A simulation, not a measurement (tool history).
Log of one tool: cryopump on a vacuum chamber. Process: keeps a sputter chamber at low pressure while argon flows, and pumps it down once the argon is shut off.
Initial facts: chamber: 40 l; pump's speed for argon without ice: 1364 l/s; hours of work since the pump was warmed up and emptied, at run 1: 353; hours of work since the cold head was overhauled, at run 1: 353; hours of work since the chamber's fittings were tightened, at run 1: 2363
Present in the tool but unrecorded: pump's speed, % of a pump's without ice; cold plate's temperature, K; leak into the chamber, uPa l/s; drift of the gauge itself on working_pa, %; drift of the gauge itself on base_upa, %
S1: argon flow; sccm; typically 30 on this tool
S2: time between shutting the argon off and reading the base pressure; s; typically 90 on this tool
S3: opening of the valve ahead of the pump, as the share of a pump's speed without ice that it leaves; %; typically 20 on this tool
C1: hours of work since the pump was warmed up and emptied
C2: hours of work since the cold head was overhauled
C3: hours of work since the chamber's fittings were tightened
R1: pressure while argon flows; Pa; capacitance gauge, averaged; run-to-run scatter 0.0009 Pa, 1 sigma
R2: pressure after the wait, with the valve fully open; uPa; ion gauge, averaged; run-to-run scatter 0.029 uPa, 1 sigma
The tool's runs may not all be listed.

run,hour,S1,S2,S3,C1,C2,C3,R1,R2
1,0,30,90,20,353,353,2363,0.2021,2.88
2,18.5,30,90,20,361,361,2371,0.2037,3
# hour 30.3: pump warmed up, emptied and cooled again
3,35,30,90,29,2,366,2376,0.129,2.41
4,46.5,30,90,29,7,371,2381,0.1297,2.43
5,57,30,90,20,12,376,2386,0.1859,2.42
6,66.4,30,90,20,16,380,2390,0.1862,2.47
7,86,30,90,20,24,389,2399,0.1875,2.34
8,96.1,30,299,48,29,393,2403,0.0789,1.62
9,110.7,30,88,17,35,400,2409,0.2221,2.47
10,131.6,23,90,20,44,409,2418,0.1427,2.44
11,146.1,23,90,20,51,415,2425,0.1436,2.49
12,165.5,25,90,53,59,423,2433,0.0601,2.46
13,182.8,30,90,19,67,431,2441,0.1976,2.45
14,204.2,30,23,20,76,440,2450,0.1883,5.85

Measured minus without-hidden-state, run by run (identical run-to-run variation in each term; gauge scatter may differ):
run,R1,R2
1,+0.0177,+1.5
2,+0.0184,+1.59
3,+0.0004,+0.98
4,+0.0005,+1.01
5,+0.0008,+1
6,+0.0008,+1.03
7,+0.0012,+0.99
8,+0.0013,+1.04
9,+0.0015,+1.05
10,+0.0014,+1.05
11,+0.0015,+1.07
12,+0.002,+1.08
13,+0.0026,+1.07
14,+0.003,+1.08

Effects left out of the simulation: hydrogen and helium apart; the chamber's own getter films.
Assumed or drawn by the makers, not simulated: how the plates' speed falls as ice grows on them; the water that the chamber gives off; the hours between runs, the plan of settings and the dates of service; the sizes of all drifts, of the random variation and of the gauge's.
